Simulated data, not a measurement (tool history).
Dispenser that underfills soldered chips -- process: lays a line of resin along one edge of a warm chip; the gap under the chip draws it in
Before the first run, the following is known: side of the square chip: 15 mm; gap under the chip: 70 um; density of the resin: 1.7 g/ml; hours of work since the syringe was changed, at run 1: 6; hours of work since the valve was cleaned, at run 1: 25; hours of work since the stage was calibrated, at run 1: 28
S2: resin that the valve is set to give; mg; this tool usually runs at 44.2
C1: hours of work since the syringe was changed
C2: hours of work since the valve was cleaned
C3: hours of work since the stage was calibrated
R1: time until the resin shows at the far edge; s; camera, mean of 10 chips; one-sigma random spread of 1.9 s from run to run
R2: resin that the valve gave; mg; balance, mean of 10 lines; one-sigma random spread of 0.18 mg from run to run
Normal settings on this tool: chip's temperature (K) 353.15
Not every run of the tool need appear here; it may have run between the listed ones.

Run 1, hour 0.0: usual settings; C1 6; C2 25; C3 28. Result: R1 300.2 s, R2 43.45 mg.
At hour 5.8: new syringe of resin.
Run 2, hour 6.0: usual settings; C1 0; C2 29; C3 31. Result: R1 191.8 s, R2 43.58 mg.
Run 3, hour 12.3: usual settings; C1 5; C2 33; C3 36. Result: R1 263.4 s, R2 43.49 mg.
Run 4, hour 16.3: usual settings but chip's temperature (K) 357.15; C1 7; C2 36; C3 39. Result: R1 275.2 s, R2 43.32 mg.
At hour 19.6: new syringe of resin.
Run 5, hour 19.9: usual settings; C1 0; C2 38; C3 41. Result: R1 197.9 s, R2 43.53 mg.
Run 6, hour 24.3: usual settings; C1 3; C2 41; C3 44. Result: R1 246.7 s, R2 43.27 mg.
Run 7, hour 32.0: usual settings but S2 39.4 mg; C1 9; C2 47; C3 50. Result: R1 366.4 s, R2 38.60 mg.
At hour 33.9: new syringe of resin.
Run 8, hour 38.7: usual settings but S2 39.4 mg; C1 3; C2 51; C3 54. Result: R1 255.3 s, R2 38.69 mg.
Run 9, hour 42.5: usual settings but S2 46.9 mg; C1 6; C2 54; C3 57. Result: R1 301.3 s, R2 45.94 mg.
Run 10, hour 46.0: usual settings but S2 46.9 mg; C1 8; C2 56; C3 59. Result: R1 355.3 s, R2 45.96 mg.
At hour 47.9: new syringe of resin.
Run 11, hour 54.1: usual settings; C1 4; C2 62; C3 65. Result: R1 258.3 s, R2 43.33 mg.
Run 12, hour 59.7: usual settings; C1 8; C2 66; C3 68. Result: R1 343.6 s, R2 42.54 mg.
At hour 62.0: new syringe of resin.
Run 13, hour 65.1: usual settings; C1 2; C2 69; C3 72. Result: R1 225.3 s, R2 43.13 mg.
Run 14, hour 72.9: usual settings; C1 8; C2 75; C3 77. Result: R1 335.9 s, R2 43.04 mg.
At hour 76.0: new syringe of resin.
Run 15, hour 79.3: usual settings but S2 42.1 mg; C1 2; C2 79; C3 82. Result: R1 227.3 s, R2 40.66 mg.
Run 16, hour 84.0: usual settings; C1 6; C2 82; C3 85. Result: R1 289.8 s, R2 42.93 mg.
Run 17, hour 89.2: usual settings; C1 9; C2 86; C3 89. Result: R1 381.8 s, R2 42.97 mg.
At hour 90.1: new syringe of resin.
Run 18, hour 96.2: usual settings; C1 4; C2 91; C3 93. Result: R1 268.5 s, R2 42.55 mg.
Run 19, hour 103.5: usual settings; C1 9; C2 96; C3 98. Result: R1 390.0 s, R2 42.26 mg.
At hour 104.2: new syringe of resin.
Run 20, hour 108.0: usual settings; C1 3; C2 99; C3 101. Result: R1 241.2 s, R2 42.20 mg.
Run 21, hour 114.3: usual settings; C1 7; C2 103; C3 106. Result: R1 324.7 s, R2 42.05 mg.
At hour 118.4: new syringe of resin.
Run 22, hour 120.7: usual settings but chip's temperature (K) 357.15, S2 41.9 mg; C1 2; C2 107; C3 110. Result: R1 192.8 s, R2 39.97 mg.
Run 23, hour 126.5: usual settings but chip's temperature (K) 339.15, S2 53.9 mg; C1 6; C2 111; C3 114. Result: R1 501.5 s, R2 51.69 mg.
At hour 132.3: new syringe of resin.
Run 24, hour 134.4: usual settings but chip's temperature (K) 339.15, S2 53.9 mg; C1 1; C2 117; C3 119. Result: R1 370.4 s, R2 51.25 mg.
Run 25, hour 138.0: usual settings but chip's temperature (K) 339.15, S2 53.9 mg; C1 4; C2 119; C3 122. Result: R1 447.7 s, R2 51.39 mg.
Run 26, hour 144.9: usual settings but chip's temperature (K) 339.15, S2 53.9 mg; C1 9; C2 124; C3 127. Result: R1 642.2 s, R2 51.02 mg.
At hour 146.2: new syringe of resin.
Run 27, hour 151.1: usual settings but chip's temperature (K) 358.15, S2 56.1 mg; C1 3; C2 128; C3 131. Result: R1 205.8 s, R2 53.35 mg.
Run 28, hour 155.7: usual settings but chip's temperature (K) 350.15, S2 56.1 mg; C1 7; C2 131; C3 134. Result: R1 362.0 s, R2 53.11 mg.
At hour 160.5: new syringe of resin.
Run 29, hour 162.8: usual settings but chip's temperature (K) 350.15, S2 56.1 mg; C1 2; C2 136; C3 139. Result: R1 248.9 s, R2 53.19 mg.
Run 30, hour 166.2: usual settings but chip's temperature (K) 343.15, S2 51.5 mg; C1 4; C2 139; C3 141. Result: R1 381.9 s, R2 48.75 mg.
At hour 169.9: dispensing valve cleaned and set on the balance.
Run 31, hour 171.8: usual settings but chip's temperature (K) 343.15, S2 51.5 mg; C1 7; C2 1; C3 144. Result: R1 481.2 s, R2 51.41 mg.
At hour 175.7: new syringe of resin.
Run 32, hour 179.5: usual settings but chip's temperature (K) 351.15, S2 53.8 mg; C1 3; C2 6; C3 150. Result: R1 252.6 s, R2 54.09 mg.
Run 33, hour 186.3: usual settings but chip's temperature (K) 352.15, S2 39.1 mg; C1 7; C2 11; C3 154. Result: R1 358.6 s, R2 38.91 mg.
At hour 189.9: new syringe of resin.
Run 34, hour 191.3: usual settings but chip's temperature (K) 354.15, S2 52.6 mg; C1 1; C2 15; C3 158. Result: R1 200.8 s, R2 52.61 mg.
Run 35, hour 197.9: usual settings but chip's temperature (K) 354.15, S2 52.6 mg; C1 6; C2 19; C3 162. Result: R1 281.4 s, R2 52.49 mg.
At hour 204.0: new syringe of resin.
Run 36, hour 204.8: usual settings but chip's temperature (K) 338.15, S2 42.8 mg; C1 1; C2 24; C3 167. Result: R1 371.8 s, R2 42.15 mg.

Some steps in R1, run to run, broken into two amounts with sign: the step expected even without the hidden condition (settings, incoming material, random variation), and the rest, left for the hidden condition together with whatever gauge scatter is not in both the measured and the hidden-condition-free result:
What the log doesn't record here: resin's viscosity, % of fresh resin's; dose that the valve gives, % of what is set; true chip temperature over the reading, C; drift of the gauge itself on fill_s, %; drift of the gauge itself on given_mg, %.
Run 22 -> 23: chip's temperature (K) 357.15 -> 339.15, S2 41.9 -> 53.9. R1 +308.7 s: hidden state +154.1, all else +154.6.
Run 25 -> 26: settings left as they were, no log entry in between. R1 +194.5 s: hidden state +192.3, all else +2.2.
Run 26 -> 27: chip's temperature (K) 339.15 -> 358.15, S2 53.9 -> 56.1, new syringe of resin. R1 -436.4 s: hidden state -265.1, all else -171.3.
Run 31 -> 32: chip's temperature (K) 343.15 -> 351.15, S2 51.5 -> 53.8, new syringe of resin. R1 -228.6 s: hidden state -154.9, all else -73.7.
